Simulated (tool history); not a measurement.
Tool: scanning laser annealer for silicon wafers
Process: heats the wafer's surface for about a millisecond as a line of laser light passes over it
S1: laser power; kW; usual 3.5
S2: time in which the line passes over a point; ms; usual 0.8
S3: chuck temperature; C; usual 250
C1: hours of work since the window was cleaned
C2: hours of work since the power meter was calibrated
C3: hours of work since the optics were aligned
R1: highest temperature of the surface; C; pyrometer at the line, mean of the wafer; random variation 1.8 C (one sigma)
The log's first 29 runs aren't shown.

run	hour	S1	S2	S3	C1	C2	C3	R1
30	731.4	3.5	0.8	242	50	780	694	1011
31	755	3.21	0.67	250	63	793	707	871
32	780.5	3.21	0.785	272	78	808	722	955
33	817.9	3.737	0.911	246	99	829	743	1142
34	844.6	3.772	0.748	246	114	844	758	1058
35	868.6	3.027	0.607	225	127	857	771	767
36	894.1	3.027	0.607	225	142	872	786	770
37	924.9	3.027	0.607	225	159	889	803	766
38	961.7	3.027	0.607	225	180	910	824	767
39	998.9	3.027	0.607	225	201	931	845	765

4 ways to go on from here, each from the tool as it stands after run 39. What would each give?
A	1019.7	3.099	0.607	225	212	942	856	?
B	1019.7	3.5	0.968	279	212	942	856	?
C	1019.7	3.48	0.814	250	212	942	856	?
D	1019.7	3.5	0.8	246	212	942	856	?

run	R1
A	781
B	1126
C	1012
D	1004
Without the tool's hidden state the same runs would have given:
run	R1
A	797
B	1149
C	1033
D	1025
